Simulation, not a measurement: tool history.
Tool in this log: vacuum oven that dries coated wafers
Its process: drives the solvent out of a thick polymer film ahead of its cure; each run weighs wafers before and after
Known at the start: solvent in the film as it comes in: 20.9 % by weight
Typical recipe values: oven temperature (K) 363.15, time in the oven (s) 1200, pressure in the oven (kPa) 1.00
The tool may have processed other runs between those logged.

run,hour,oven temperature (K),time in the oven (s),pressure in the oven (kPa),solvent left in the film (%)
1,0.0,363.15,1200,1.00,3.27
2,36.2,363.15,720,1.00,5.90
3,82.9,363.15,720,1.00,5.90
4,113.4,356.15,1200,1.00,5.34
5,161.8,363.15,1200,1.00,3.20
6,216.1,369.15,1200,1.00,1.89
7,256.0,369.15,1200,0.68,1.65
8,288.6,369.15,1200,0.68,1.64
9,320.5,369.15,1200,0.68,1.65
10,366.0,369.15,1200,0.68,1.66
11,401.1,369.15,1200,0.68,1.75
12,430.0,369.15,1200,0.68,1.71
13,463.6,349.15,1200,0.81,7.56
14,509.6,349.15,840,0.81,9.57
15,564.5,349.15,840,0.81,9.66
16,592.6,349.15,840,0.81,9.61
17,637.4,360.15,900,1.14,5.63
18,682.7,373.15,1200,1.00,1.29
19,722.0,373.15,1200,1.00,1.25
20,754.2,361.15,1140,1.04,3.97
21,777.1,351.15,1440,1.07,5.94
22,817.5,376.15,1200,0.83,0.89

Alternative continuations, all from the tool just after run 22; predict every row:
A,851.8,376.15,1200,0.67,?
B,851.8,363.15,720,1.00,?
C,851.8,358.15,1200,0.83,?

run,solvent left in the film (%)
A,0.82
B,5.71
C,4.35
With no hidden state in the tool, these same runs would have given:
run,solvent left in the film (%)
A,0.81
B,5.94
C,4.53
